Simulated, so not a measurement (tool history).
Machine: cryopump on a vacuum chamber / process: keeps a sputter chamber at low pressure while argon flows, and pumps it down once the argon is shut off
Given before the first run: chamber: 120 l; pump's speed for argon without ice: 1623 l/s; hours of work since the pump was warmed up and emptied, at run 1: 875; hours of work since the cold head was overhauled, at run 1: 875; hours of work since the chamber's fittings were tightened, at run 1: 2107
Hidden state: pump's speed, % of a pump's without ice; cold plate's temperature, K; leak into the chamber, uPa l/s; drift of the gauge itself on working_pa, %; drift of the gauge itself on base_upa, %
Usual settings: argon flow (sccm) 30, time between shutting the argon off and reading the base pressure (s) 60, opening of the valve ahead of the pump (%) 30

run    hour  argon flow (sccm)  time between shutting the argon off and reading the base pressure (s)  opening of the valve ahead of the pump (%)  hours of work since the pump was warmed up and emptied  hours of work since the cold head was overhauled  hours of work since the chamber's fittings were tightened  pressure while argon flows (Pa)  pressure after the wait (uPa)
  1       0                 30                                                                     60                                          30                                                     875                                               875                                                       2107                           0.1121                           1.64
  2    45.7                 30                                                                     60                                          30                                                     913                                               913                                                       2145                           0.1121                           1.73
  3    86.3                 30                                                                     60                                          30                                                     947                                               947                                                       2179                           0.1116                           1.68
  4   121.5                 30                                                                     60                                          30                                                     976                                               976                                                       2208                           0.1126                           1.73
  5   160.6                 30                                                                     60                                          30                                                    1008                                              1008                                                       2240                           0.1122                           1.73
      184.8  -- pump warmed up, emptied and cooled again
  6   196.4                 30                                                                     60                                          30                                                      10                                              1034                                                       2266                           0.1051                           1.55
  7   223.2                 30                                                                     60                                          30                                                      32                                              1056                                                       2288                           0.1052                           1.62
  8   256.9                 30                                                                     60                                          30                                                      60                                              1084                                                       2316                           0.1048                           1.58
  9   279.1                 16                                                                     60                                          30                                                      78                                              1102                                                       2334                           0.0557                           1.55
 10   316.4                 16                                                                     60                                          30                                                     109                                              1133                                                       2365                           0.0566                           1.63
 11   353.3                 30                                                                     60                                          43                                                     140                                              1164                                                       2396                           0.0745                            1.6
 12     382                 41                                                                     60                                          43                                                     163                                              1188                                                       2419                           0.1016                           1.66
 13     420                 12                                                                     60                                          30                                                     195                                              1219                                                       2451                           0.0427                           1.61
 14   459.1                 30                                                                     60                                          30                                                     227                                              1251                                                       2483                           0.1061                           1.64
 15   509.7                 30                                                                     60                                          30                                                     269                                              1293                                                       2525                           0.1059                           1.69
 16   555.1                 30                                                                     60                                          30                                                     307                                              1331                                                       2563                           0.1076                           1.71
 17     581                 30                                                                     60                                          30                                                     328                                              1352                                                       2584                           0.1072                           1.69
 18   602.4                 30                                                                     60                                          30                                                     346                                              1370                                                       2602                           0.1064                           1.71
 19   628.3                 30                                                                     60                                          30                                                     367                                              1392                                                       2623                           0.1063                           1.74
 20   664.8                 18                                                                     79                                          39                                                     398                                              1422                                                       2654                           0.0496                           1.61
 21   712.3                 49                                                                     38                                          31                                                     437                                              1461                                                       2693                           0.1697                           2.09
 22     760                 17                                                                     45                                          26                                                     476                                              1501                                                       2733                           0.0707                           2.05
 23   801.4                 29                                                                     62                                          20                                                     511                                              1535                                                       2767                           0.1545                           1.76
 24   832.3                 29                                                                     62                                          20                                                     536                                              1561                                                       2792                           0.1569                           1.84
 25     869                 15                                                                     83                                          46                                                     567                                              1591                                                       2823                            0.037                           1.75
 26   912.4                 24                                                                     83                                          38                                                     603                                              1627                                                       2859                           0.0703                           1.82
 27   937.2                 35                                                                     47                                          24                                                     623                                              1647                                                       2879                           0.1607                           2.02
 28   963.2                 21                                                                    139                                          30                                                     645                                              1669                                                       2901                           0.0774                           1.67
 29   988.1                 21                                                                    139                                          30                                                     665                                              1690                                                       2921                           0.0757                            1.6
 30  1015.1                 21                                                                    139                                          30                                                     688                                              1712                                                       2944                           0.0779                           1.66
 31  1056.4                 30                                                                    113                                          31                                                     722                                              1746                                                       2978                           0.1072                           1.78
 32    1088                 30                                                                     60                                          41                                                     748                                              1772                                                       3004                           0.0827                           2.05
 33  1119.7                 54                                                                     68                                          19                                                     774                                              1799                                                       3030                           0.3102                           2.03

Below, each run's measurement less what the same run would have read without the hidden state. Both values contain the same run-to-run variation, but the gauge's scatter may not be the same in both:
run  pressure while argon flows (Pa)  pressure after the wait (uPa)
  1                          +0.0071                          +0.93
  2                          +0.0076                          +0.98
  3                          +0.0078                          +0.98
  4                          +0.0082                             +1
  5                          +0.0085                          +1.01
  6                          +0.0007                           +0.8
  7                          +0.0007                          +0.84
  8                           +0.001                          +0.82
  9                          +0.0006                          +0.83
 10                          +0.0007                          +0.87
 11                          +0.0015                          +0.87
 12                          +0.0024                           +0.9
 13                          +0.0008                           +0.9
 14                          +0.0022                          +0.91
 15                          +0.0025                          +0.96
 16                          +0.0029                          +0.96
 17                           +0.003                          +0.99
 18                          +0.0031                          +0.98
 19                          +0.0033                          +1.02
 20                          +0.0021                          +1.03
 21                          +0.0063                          +1.03
 22                          +0.0024                           +1.1
 23                          +0.0044                          +1.05
 24                          +0.0046                          +1.13
 25                          +0.0025                          +1.16
 26                          +0.0043                          +1.19
 27                          +0.0064                          +1.16
 28                           +0.004                          +1.22
 29                          +0.0041                           +1.2
 30                          +0.0043                          +1.24
 31                          +0.0065                          +1.29
 32                          +0.0067                           +1.3
 33                          +0.0126                          +1.35
